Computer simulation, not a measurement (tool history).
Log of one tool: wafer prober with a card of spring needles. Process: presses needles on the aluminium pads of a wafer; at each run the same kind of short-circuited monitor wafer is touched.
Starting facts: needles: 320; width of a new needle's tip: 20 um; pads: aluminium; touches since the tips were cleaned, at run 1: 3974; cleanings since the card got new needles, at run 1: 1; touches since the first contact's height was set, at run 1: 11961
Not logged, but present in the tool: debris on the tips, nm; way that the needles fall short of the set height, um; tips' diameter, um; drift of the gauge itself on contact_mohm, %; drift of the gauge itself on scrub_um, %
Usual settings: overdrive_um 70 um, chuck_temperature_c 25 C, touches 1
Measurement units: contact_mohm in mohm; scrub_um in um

| run | day | overdrive_um | chuck_temperature_c | touches | touches since the tips were cleaned | cleanings since the card got new needles | touches since the first contact's height was set | contact_mohm | scrub_um |
|---|---|---|---|---|---|---|---|---|---|
| 1 | 0 | 70 | 25 | 1 | 3974 | 1 | 11961 | 282 | 17.71 |
| 2 | 0.383 | 70 | 116 | 1 | 5435 | 1 | 13422 | 316 | 17.7 |
| 3 | 0.683 | 67 | 116 | 1 | 6582 | 1 | 14569 | 313 | 16.93 |
|  | 0.979 | tips cleaned on abrasive film |
| 4 | 1.05 | 67 | 116 | 1 | 269 | 2 | 15961 | 313 | 16.94 |
| 5 | 1.375 | 70 | 32 | 1 | 1507 | 2 | 17199 | 280 | 17.71 |
| 6 | 1.638 | 70 | 32 | 1 | 2525 | 2 | 18217 | 286 | 17.75 |
| 7 | 1.838 | 84 | 25 | 1 | 3292 | 2 | 18984 | 279 | 21.3 |
| 8 | 2.046 | 84 | 25 | 1 | 4079 | 2 | 19771 | 279 | 21.33 |
| 9 | 2.346 | 84 | 25 | 1 | 5237 | 2 | 20929 | 280 | 21.3 |
| 10 | 2.596 | 84 | 25 | 1 | 6190 | 2 | 21882 | 280 | 21.3 |
| 11 | 2.917 | 70 | 61 | 1 | 7409 | 2 | 23101 | 297 | 17.79 |
|  | 3 | tips cleaned on abrasive film |
| 12 | 3.1 | 70 | 61 | 1 | 379 | 3 | 23785 | 292 | 17.8 |
| 13 | 3.288 | 62 | 61 | 1 | 1106 | 3 | 24512 | 299 | 15.77 |
| 14 | 3.467 | 70 | 25 | 1 | 1782 | 3 | 25188 | 281 | 17.72 |
| 15 | 3.742 | 50 | 50 | 1 | 2837 | 3 | 26243 | 303 | 12.74 |
| 16 | 3.967 | 53 | 42 | 2 | 3698 | 3 | 27104 | 294 | 13.48 |
| 17 | 4.242 | 53 | 42 | 2 | 4757 | 3 | 28163 | 296 | 13.48 |
| 18 | 4.45 | 68 | 25 | 1 | 5548 | 3 | 28954 | 283 | 17.34 |
| 19 | 4.858 | 61 | 25 | 1 | 7109 | 3 | 30515 | 284 | 15.53 |
|  | 5.025 | tips cleaned on abrasive film |
| 20 | 5.238 | 51 | 45 | 2 | 807 | 4 | 31952 | 300 | 13.03 |
| 21 | 5.533 | 85 | 45 | 3 | 1939 | 4 | 33084 | 290 | 21.66 |
| 22 | 5.75 | 85 | 116 | 1 | 2765 | 4 | 33910 | 306 | 21.7 |
| 23 | 6.029 | 85 | 116 | 1 | 3840 | 4 | 34985 | 307 | 21.7 |
| 24 | 6.321 | 85 | 116 | 1 | 4961 | 4 | 36106 | 310 | 21.71 |
| 25 | 6.733 | 85 | 116 | 1 | 6533 | 4 | 37678 | 310 | 21.69 |
| 26 | 6.921 | 70 | 83 | 1 | 7250 | 4 | 38395 | 300 | 17.94 |
|  | 7.05 | tips cleaned on abrasive film |
| 27 | 7.321 | 70 | 83 | 1 | 1035 | 5 | 39908 | 301 | 17.93 |

A few steps of scrub_um between consecutive runs. Split each: what settings, incoming material and random variation would produce without the hidden state, and what is left over for the hidden state, along with gauge scatter present in only one of the two compared results (measured, and without hidden state):
Run 14 -> 15: overdrive_um 70 -> 50, chuck_temperature_c 25 -> 50. scrub_um -4.98 um: hidden state -0.01, all else -4.97.
Run 17 -> 18: overdrive_um 53 -> 68, chuck_temperature_c 42 -> 25, touches 2 -> 1. scrub_um +3.86 um: hidden state +0.04, all else +3.82.
Run 20 -> 21: overdrive_um 51 -> 85, touches 2 -> 3. scrub_um +8.63 um: hidden state +0.08, all else +8.55.
